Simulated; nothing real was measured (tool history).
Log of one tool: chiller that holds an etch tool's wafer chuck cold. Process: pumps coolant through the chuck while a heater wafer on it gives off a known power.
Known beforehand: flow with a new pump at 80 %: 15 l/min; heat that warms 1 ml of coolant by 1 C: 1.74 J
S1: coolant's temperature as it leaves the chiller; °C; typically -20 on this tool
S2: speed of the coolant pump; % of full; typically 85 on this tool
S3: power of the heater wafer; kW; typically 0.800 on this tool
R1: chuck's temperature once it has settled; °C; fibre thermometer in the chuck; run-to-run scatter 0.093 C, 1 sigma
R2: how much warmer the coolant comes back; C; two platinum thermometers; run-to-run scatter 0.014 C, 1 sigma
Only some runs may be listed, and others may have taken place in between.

Run 1, day 0.000: usual settings. Result: R1 -13.47 °C, R2 1.81 C.
Run 2, day 3.529: usual settings. Result: R1 -13.45 °C, R2 1.77 C.
Run 3, day 5.688: usual settings. Result: R1 -13.54 °C, R2 1.78 C.
Run 4, day 9.075: usual settings. Result: R1 -13.58 °C, R2 1.79 C.
Run 5, day 11.321: usual settings. Result: R1 -13.25 °C, R2 1.79 C.
Run 6, day 14.138: usual settings. Result: R1 -13.43 °C, R2 1.79 C.
Run 7, day 16.596: usual settings but S3 0.494 kW. Result: R1 -16.00 °C, R2 1.11 C.
Run 8, day 19.200: usual settings but S3 0.494 kW. Result: R1 -15.93 °C, R2 1.11 C.
Run 9, day 22.596: usual settings. Result: R1 -13.35 °C, R2 1.82 C.
Run 10, day 24.512: usual settings. Result: R1 -13.31 °C, R2 1.81 C.
Run 11, day 27.867: usual settings. Result: R1 -13.43 °C, R2 1.83 C.
Run 12, day 31.179: usual settings. Result: R1 -13.36 °C, R2 1.82 C.
Run 13, day 32.638: usual settings. Result: R1 -13.29 °C, R2 1.81 C.
Run 14, day 34.338: usual settings but S2 81 % of full. Result: R1 -12.91 °C, R2 1.87 C.
Run 15, day 36.038: usual settings but S1 -13 °C, S3 0.421 kW. Result: R1 -9.26 °C, R2 0.95 C.
At day 36.400: chiller's thermometer calibrated.
Run 16, day 38.662: usual settings but S1 -13 °C, S3 0.514 kW. Result: R1 -8.60 °C, R2 1.15 C.
Run 17, day 40.188: usual settings but S1 -21 °C, S3 0.477 kW. Result: R1 -16.80 °C, R2 1.06 C.
Run 18, day 42.583: usual settings but S1 -21 °C, S3 0.477 kW. Result: R1 -16.81 °C, R2 1.09 C.
Run 19, day 45.488: usual settings but S1 -21 °C, S3 0.477 kW. Result: R1 -16.59 °C, R2 1.07 C.
Run 20, day 48.908: usual settings but S3 0.612 kW. Result: R1 -14.61 °C, R2 1.40 C.
Run 21, day 50.992: usual settings but S1 -25 °C, S2 64 % of full, S3 0.457 kW. Result: R1 -20.10 °C, R2 1.39 C.
At day 52.308: chiller's thermometer calibrated, once more.
Run 22, day 52.538: usual settings but S1 -25 °C, S2 64 % of full, S3 0.457 kW. Result: R1 -20.52 °C, R2 1.37 C.
Run 23, day 56.008: usual settings but S1 -28 °C, S3 0.820 kW. Result: R1 -21.32 °C, R2 1.85 C.
Run 24, day 59.242: usual settings but S1 -29 °C, S2 74 % of full, S3 0.576 kW. Result: R1 -23.76 °C, R2 1.49 C.
Run 25, day 62.325: usual settings but S1 -22 °C, S3 1.012 kW. Result: R1 -13.73 °C, R2 2.29 C.

3 ways to go on from here, each from the tool as it stands after run 25. What would each give?
Run A, day 65.121: usual settings but S2 91 % of full, S3 0.577 kW. Result: R1 ?, R2 ?.
Run B, day 65.121: usual settings but S1 -23 °C. Result: R1 ?, R2 ?.
Run C, day 65.121: usual settings but S1 -13 °C, S2 93 % of full, S3 1.012 kW. Result: R1 ?, R2 ?.

run      R1    R2
  A  -15.38  1.23
  B  -16.38  1.82
  C   -5.06  2.07
With the hidden condition removed and each run's random variation left untouched, the same runs would have given:
run      R1    R2
  A  -16.13  1.18
  B  -17.44  1.73
  C   -6.30  1.98
